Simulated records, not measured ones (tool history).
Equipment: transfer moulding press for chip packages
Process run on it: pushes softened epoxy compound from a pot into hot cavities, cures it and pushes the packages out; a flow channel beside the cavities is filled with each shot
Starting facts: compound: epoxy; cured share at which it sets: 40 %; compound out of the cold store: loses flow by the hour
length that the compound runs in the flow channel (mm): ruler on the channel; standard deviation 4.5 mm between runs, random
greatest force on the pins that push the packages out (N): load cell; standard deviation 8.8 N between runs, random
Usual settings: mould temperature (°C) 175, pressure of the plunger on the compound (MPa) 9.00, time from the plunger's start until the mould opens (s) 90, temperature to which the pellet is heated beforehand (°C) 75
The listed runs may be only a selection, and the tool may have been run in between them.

run,day,mould temperature (°C),pressure of the plunger on the compound (MPa),time from the plunger's start until the mould opens (s),temperature to which the pellet is heated beforehand (°C),incoming compound's hours out of the cold store,length that the compound runs in the flow channel (mm),greatest force on the pins that push the packages out (N)
1,0.000,175,9.00,90,75,39.1,632,613
# day 0.308: cavities cleaned with cleaning compound and waxed
# day 2.138: mould's thermocouples calibrated
2,2.758,175,9.00,90,75,25.1,650,653
# day 3.200: cavities cleaned with cleaning compound and waxed
3,5.471,175,9.00,90,75,13.3,668,677
# day 5.967: cavities cleaned with cleaning compound and waxed
# day 6.450: plunger's sealing rings changed
4,7.729,175,9.00,90,75,24.1,673,612
# day 9.029: cavities cleaned with cleaning compound and waxed
5,9.375,175,9.00,90,75,37.4,644,489
# day 11.808: cavities cleaned with cleaning compound and waxed
6,11.808,175,9.00,90,75,41.2,621,423
7,14.196,175,9.00,90,75,42.1,617,641
# day 14.696: cavities cleaned with cleaning compound and waxed
8,15.546,175,9.00,90,72,43.4,615,562
# day 16.979: mould's thermocouples calibrated, once more
# day 17.600: cavities cleaned with cleaning compound and waxed
9,17.658,175,9.00,90,75,23.9,640,428
# day 18.183: plunger's sealing rings changed
10,19.121,175,9.00,90,84,23.0,678,569
# day 20.454: cavities cleaned with cleaning compound and waxed
11,21.017,175,9.00,97,75,44.4,624,409
# day 23.288: cavities cleaned with cleaning compound and waxed
12,23.483,175,9.00,97,75,44.0,618,372
13,25.567,175,9.00,97,78,30.2,646,526
# day 26.046: cavities cleaned with cleaning compound and waxed
14,27.579,179,7.70,97,65,9.3,628,437
# day 28.838: cavities cleaned with cleaning compound and waxed
# day 29.767: plunger's sealing rings changed
15,29.904,179,7.70,97,65,39.3,586,379
# day 31.879: cavities cleaned with cleaning compound and waxed
16,32.246,176,9.00,90,77,40.8,621,423
# day 34.792: cavities cleaned with cleaning compound and waxed
17,34.900,176,9.00,90,77,46.5,617,396
18,36.617,170,9.00,90,77,34.8,656,860
# day 37.696: cavities cleaned with cleaning compound and waxed
19,38.933,170,9.00,90,77,34.1,640,775
# day 40.571: cavities cleaned with cleaning compound and waxed
# day 41.429: plunger's sealing rings changed
20,41.854,170,9.00,90,77,33.3,662,770
21,43.262,170,9.00,90,77,23.1,680,915
# day 43.496: cavities cleaned with cleaning compound and waxed
# day 46.242: cavities cleaned with cleaning compound and waxed
22,46.271,175,9.00,90,79,10.5,705,456
# day 48.979: cavities cleaned with cleaning compound and waxed
23,48.979,175,9.00,120,75,35.2,633,296
24,50.750,175,10.20,120,75,23.5,681,393
# day 51.858: cavities cleaned with cleaning compound and waxed
25,52.708,169,10.20,120,81,29.3,682,423
# day 53.062: plunger's sealing rings changed
26,54.612,175,9.00,92,75,27.4,659,617

Predict each of these 4 candidate next runs independently; none follows another, all start after run 26:
# day 54.808: cavities cleaned with cleaning compound and waxed
A,56.083,175,7.25,83,75,31.1,?,?
# day 54.808: cavities cleaned with cleaning compound and waxed
B,56.083,170,8.34,90,67,18.0,?,?
# day 54.808: cavities cleaned with cleaning compound and waxed
C,56.083,175,9.00,79,75,19.5,?,?
# day 54.808: cavities cleaned with cleaning compound and waxed
D,56.083,175,9.00,78,72,24.2,?,?

run,length that the compound runs in the flow channel (mm),greatest force on the pins that push the packages out (N)
A,584,700
B,678,878
C,685,826
D,673,854
What these runs would have given with no unlogged condition in the tool:
run,length that the compound runs in the flow channel (mm),greatest force on the pins that push the packages out (N)
A,589,484
B,684,606
C,692,571
D,679,587
